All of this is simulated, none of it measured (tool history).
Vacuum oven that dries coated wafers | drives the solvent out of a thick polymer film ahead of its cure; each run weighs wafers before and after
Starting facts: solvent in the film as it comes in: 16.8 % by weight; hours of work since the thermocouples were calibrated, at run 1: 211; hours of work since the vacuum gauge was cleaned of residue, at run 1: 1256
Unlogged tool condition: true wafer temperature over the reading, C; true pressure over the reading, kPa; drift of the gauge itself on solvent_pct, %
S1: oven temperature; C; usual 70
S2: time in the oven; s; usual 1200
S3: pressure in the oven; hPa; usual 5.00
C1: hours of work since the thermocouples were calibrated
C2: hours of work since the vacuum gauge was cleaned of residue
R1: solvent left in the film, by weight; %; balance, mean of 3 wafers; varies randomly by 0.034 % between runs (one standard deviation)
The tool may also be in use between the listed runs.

run 1 hour=0.0 | S1=70 S2=1200 S3=5.00 | C1=211 C2=1256 | R1=0.81
run 2 hour=39.1 | S1=57 S2=1200 S3=5.00 | C1=234 C2=1279 | R1=4.92
run 3 hour=98.8 | S1=57 S2=1200 S3=5.00 | C1=268 C2=1313 | R1=4.95
run 4 hour=162.8 | S1=57 S2=1200 S3=5.00 | C1=305 C2=1350 | R1=4.98
run 5 hour=234.3 | S1=57 S2=1200 S3=5.00 | C1=346 C2=1391 | R1=4.92
run 6 hour=301.2 | S1=57 S2=1200 S3=5.00 | C1=385 C2=1430 | R1=4.92
run 7 hour=337.9 | S1=57 S2=1200 S3=5.00 | C1=406 C2=1451 | R1=4.97
run 8 hour=410.9 | S1=57 S2=1200 S3=5.00 | C1=448 C2=1493 | R1=4.94
run 9 hour=456.9 | S1=57 S2=1200 S3=5.00 | C1=474 C2=1519 | R1=4.93
run 10 hour=504.6 | S1=57 S2=1200 S3=5.00 | C1=502 C2=1547 | R1=4.94
run 11 hour=536.0 | S1=57 S2=1200 S3=5.00 | C1=520 C2=1565 | R1=4.97
run 12 hour=605.8 | S1=70 S2=1200 S3=6.63 | C1=560 C2=1605 | R1=0.96
run 13 hour=648.1 | S1=70 S2=1200 S3=6.63 | C1=584 C2=1630 | R1=0.97
run 14 hour=681.4 | S1=70 S2=1200 S3=5.00 | C1=604 C2=1649 | R1=0.83
-- hour=721.0 oven's thermocouples calibrated
run 15 hour=738.9 | S1=70 S2=1200 S3=5.00 | C1=10 C2=1681 | R1=0.83
run 16 hour=799.3 | S1=70 S2=1200 S3=5.00 | C1=45 C2=1716 | R1=0.80
run 17 hour=842.7 | S1=70 S2=1200 S3=5.00 | C1=70 C2=1741 | R1=0.87
run 18 hour=883.9 | S1=70 S2=1200 S3=5.00 | C1=94 C2=1764 | R1=0.83
run 19 hour=922.6 | S1=70 S2=1200 S3=5.00 | C1=116 C2=1787 | R1=0.85
run 20 hour=956.2 | S1=76 S2=1860 S3=4.62 | C1=135 C2=1806 | R1=0.22
run 21 hour=1028.6 | S1=76 S2=1860 S3=4.62 | C1=177 C2=1848 | R1=0.29
run 22 hour=1073.2 | S1=76 S2=1860 S3=4.62 | C1=203 C2=1873 | R1=0.21
run 23 hour=1143.0 | S1=76 S2=1860 S3=4.62 | C1=243 C2=1914 | R1=0.27
run 24 hour=1180.2 | S1=80 S2=1200 S3=6.12 | C1=265 C2=1935 | R1=0.32
run 25 hour=1237.1 | S1=69 S2=2100 S3=13.44 | C1=297 C2=1968 | R1=1.00
run 26 hour=1272.9 | S1=62 S2=840 S3=3.98 | C1=318 C2=1989 | R1=4.52
run 27 hour=1347.1 | S1=56 S2=1740 S3=13.91 | C1=361 C2=2031 | R1=4.50
run 28 hour=1416.4 | S1=71 S2=720 S3=2.81 | C1=401 C2=2071 | R1=1.82
run 29 hour=1464.7 | S1=71 S2=720 S3=2.81 | C1=428 C2=2099 | R1=1.81
run 30 hour=1506.4 | S1=71 S2=720 S3=2.81 | C1=453 C2=2123 | R1=1.78
run 31 hour=1551.7 | S1=71 S2=720 S3=2.81 | C1=479 C2=2149 | R1=1.78
run 32 hour=1582.5 | S1=62 S2=960 S3=8.26 | C1=496 C2=2167 | R1=4.13
run 33 hour=1614.4 | S1=62 S2=960 S3=8.26 | C1=515 C2=2185 | R1=4.16
run 34 hour=1664.7 | S1=83 S2=1980 S3=5.00 | C1=544 C2=2214 | R1=0.16
run 35 hour=1703.2 | S1=70 S2=1980 S3=15.56 | C1=566 C2=2236 | R1=1.07
run 36 hour=1757.0 | S1=78 S2=1980 S3=3.45 | C1=597 C2=2267 | R1=0.16
-- hour=1807.7 oven's thermocouples calibrated
run 37 hour=1809.3 | S1=78 S2=1980 S3=3.45 | C1=1 C2=2296 | R1=0.16
run 38 hour=1839.9 | S1=78 S2=1980 S3=3.45 | C1=19 C2=2314 | R1=0.20

Entry by entry between the runs, the difference in hidden state between the last listed run before and the first listed run after:
Between runs 14 and 15: oven's thermocouples calibrated (hour 721.0)
  true wafer temperature over the reading, C: 0.06 -> -0.01; true pressure over the reading, kPa: 0.023 -> 0.024
Between runs 36 and 37: oven's thermocouples calibrated (hour 1807.7)
  true wafer temperature over the reading, C: 0.03 -> 0; true pressure over the reading, kPa: 0.031 -> 0.032
